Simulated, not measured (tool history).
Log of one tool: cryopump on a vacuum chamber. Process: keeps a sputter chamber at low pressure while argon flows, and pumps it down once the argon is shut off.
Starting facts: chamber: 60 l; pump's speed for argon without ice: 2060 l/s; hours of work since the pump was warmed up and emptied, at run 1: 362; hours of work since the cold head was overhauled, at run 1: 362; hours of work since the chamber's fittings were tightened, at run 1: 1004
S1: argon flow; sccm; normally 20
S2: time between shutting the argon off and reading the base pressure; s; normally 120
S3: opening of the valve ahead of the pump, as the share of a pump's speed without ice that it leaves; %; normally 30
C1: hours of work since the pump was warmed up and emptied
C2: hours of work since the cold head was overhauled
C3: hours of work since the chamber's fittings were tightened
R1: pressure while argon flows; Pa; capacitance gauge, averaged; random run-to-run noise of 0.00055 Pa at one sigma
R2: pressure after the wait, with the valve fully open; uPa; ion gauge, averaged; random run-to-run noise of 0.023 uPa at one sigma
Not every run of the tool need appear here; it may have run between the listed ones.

Run 1, hour 0: usual settings; C1 362; C2 362; C3 1004. Result: R1 0.0573 Pa, R2 1.16 uPa.
Run 2, hour 22: usual settings; C1 372; C2 372; C3 1014. Result: R1 0.0569 Pa, R2 1.17 uPa.
Run 3, hour 35.9: usual settings; C1 378; C2 378; C3 1020. Result: R1 0.0564 Pa, R2 1.1 uPa.
Run 4, hour 49.5: usual settings; C1 384; C2 384; C3 1026. Result: R1 0.057 Pa, R2 1.18 uPa.
Run 5, hour 72.2: usual settings; C1 394; C2 394; C3 1036. Result: R1 0.0569 Pa, R2 1.14 uPa.
Run 6, hour 82.9: usual settings; C1 399; C2 399; C3 1041. Result: R1 0.0575 Pa, R2 1.14 uPa.
Run 7, hour 100: usual settings; C1 407; C2 407; C3 1049. Result: R1 0.0565 Pa, R2 1.14 uPa.
Run 8, hour 123: usual settings but S2 201 s; C1 417; C2 417; C3 1059. Result: R1 0.0586 Pa, R2 0.95 uPa.
Run 9, hour 145.5: usual settings but S2 201 s; C1 427; C2 427; C3 1069. Result: R1 0.0582 Pa, R2 0.91 uPa.
Run 10, hour 168.2: usual settings but S2 153 s; C1 437; C2 437; C3 1079. Result: R1 0.0578 Pa, R2 1.08 uPa.
Run 11, hour 182.3: usual settings but S2 230 s; C1 444; C2 444; C3 1085. Result: R1 0.0575 Pa, R2 0.91 uPa.
Run 12, hour 201.9: usual settings but S2 230 s; C1 452; C2 452; C3 1094. Result: R1 0.0564 Pa, R2 0.94 uPa.
Run 13, hour 222.2: usual settings but S2 230 s; C1 461; C2 461; C3 1103. Result: R1 0.0565 Pa, R2 0.92 uPa.
Run 14, hour 242.9: usual settings but S2 230 s; C1 471; C2 471; C3 1113. Result: R1 0.0574 Pa, R2 0.96 uPa.
Run 15, hour 263.4: usual settings but S1 26 sccm; C1 480; C2 480; C3 1122. Result: R1 0.0748 Pa, R2 1.2 uPa.
Run 16, hour 282.7: usual settings but S1 26 sccm; C1 488; C2 488; C3 1130. Result: R1 0.075 Pa, R2 1.2 uPa.
Run 17, hour 298.3: usual settings but S1 19 sccm; C1 495; C2 495; C3 1137. Result: R1 0.0542 Pa, R2 1.18 uPa.
Run 18, hour 314.9: usual settings but S2 49 s, S3 29 %; C1 503; C2 503; C3 1145. Result: R1 0.0598 Pa, R2 2.01 uPa.
Run 19, hour 328.9: usual settings but S1 25 sccm, S2 49 s, S3 23 %; C1 509; C2 509; C3 1151. Result: R1 0.0935 Pa, R2 2.11 uPa.
Run 20, hour 349.4: usual settings but S1 25 sccm, S2 49 s, S3 23 %; C1 518; C2 518; C3 1160. Result: R1 0.0939 Pa, R2 2.07 uPa.
Run 21, hour 359.8: usual settings but S1 14 sccm, S2 122 s, S3 49 %; C1 523; C2 523; C3 1165. Result: R1 0.0245 Pa, R2 1.19 uPa.
Run 22, hour 376.3: usual settings but S1 14 sccm, S2 122 s, S3 49 %; C1 530; C2 530; C3 1172. Result: R1 0.0263 Pa, R2 1.25 uPa.
Run 23, hour 389.1: usual settings but S2 187 s, S3 35 %; C1 536; C2 536; C3 1178. Result: R1 0.0508 Pa, R2 1.06 uPa.
Run 24, hour 406.8: usual settings but S3 28 %; C1 544; C2 544; C3 1186. Result: R1 0.0623 Pa, R2 1.31 uPa.
Run 25, hour 431: usual settings but S3 28 %; C1 555; C2 555; C3 1197. Result: R1 0.0631 Pa, R2 1.3 uPa.
Run 26, hour 447.9: usual settings but S2 28 s, S3 34 %; C1 562; C2 562; C3 1204. Result: R1 0.0527 Pa, R2 3.16 uPa.
Run 27, hour 462.2: usual settings but S1 29 sccm, S2 26 s, S3 20 %; C1 569; C2 569; C3 1211. Result: R1 0.1252 Pa, R2 3.39 uPa.
Run 28, hour 475.5: usual settings but S1 29 sccm, S2 69 s, S3 33 %; C1 575; C2 575; C3 1216. Result: R1 0.078 Pa, R2 1.67 uPa.
Run 29, hour 498.4: usual settings but S1 29 sccm, S2 69 s, S3 33 %; C1 585; C2 585; C3 1227. Result: R1 0.0771 Pa, R2 1.77 uPa.
Run 30, hour 520.9: usual settings but S1 29 sccm, S2 69 s, S3 33 %; C1 595; C2 595; C3 1237. Result: R1 0.0777 Pa, R2 1.74 uPa.
Run 31, hour 544.1: usual settings but S1 29 sccm, S2 69 s, S3 33 %; C1 605; C2 605; C3 1247. Result: R1 0.0784 Pa, R2 1.73 uPa.
Run 32, hour 557.5: usual settings but S1 29 sccm, S2 69 s, S3 33 %; C1 611; C2 611; C3 1253. Result: R1 0.0767 Pa, R2 1.73 uPa.
Run 33, hour 569.6: usual settings but S1 22 sccm, S2 23 s; C1 617; C2 617; C3 1258. Result: R1 0.0641 Pa, R2 3.79 uPa.
At hour 584.2: pump warmed up, emptied and cooled again.
Run 34, hour 595.1: usual settings but S2 29 s; C1 5; C2 626; C3 1268. Result: R1 0.0553 Pa, R2 3.02 uPa.

Predict each of these 4 candidate next runs independently; none follows another, all start after run 34:
Run A, hour 612: usual settings but S2 29 s, S3 43 %; C1 12; C2 633; C3 1275. Result: R1 ?, R2 ?.
Run B, hour 612: usual settings but S1 21 sccm, S2 266 s, S3 19 %; C1 12; C2 633; C3 1275. Result: R1 ?, R2 ?.
Run C, hour 612: usual settings but S1 14 sccm, S2 200 s, S3 32 %; C1 12; C2 633; C3 1275. Result: R1 ?, R2 ?.
Run D, hour 612: usual settings but S1 10 sccm, S3 25 %; C1 12; C2 633; C3 1275. Result: R1 ?, R2 ?.

run      R1    R2
  A  0.0385  3.02
  B  0.0904  0.85
  C  0.0366  0.94
  D  0.0332  1.18
Take away the tool's hidden state, keep each run's random variation, and the runs would have read:
run      R1    R2
  A  0.0383  2.56
  B  0.0901   0.4
  C  0.0364  0.48
  D  0.0331  0.72

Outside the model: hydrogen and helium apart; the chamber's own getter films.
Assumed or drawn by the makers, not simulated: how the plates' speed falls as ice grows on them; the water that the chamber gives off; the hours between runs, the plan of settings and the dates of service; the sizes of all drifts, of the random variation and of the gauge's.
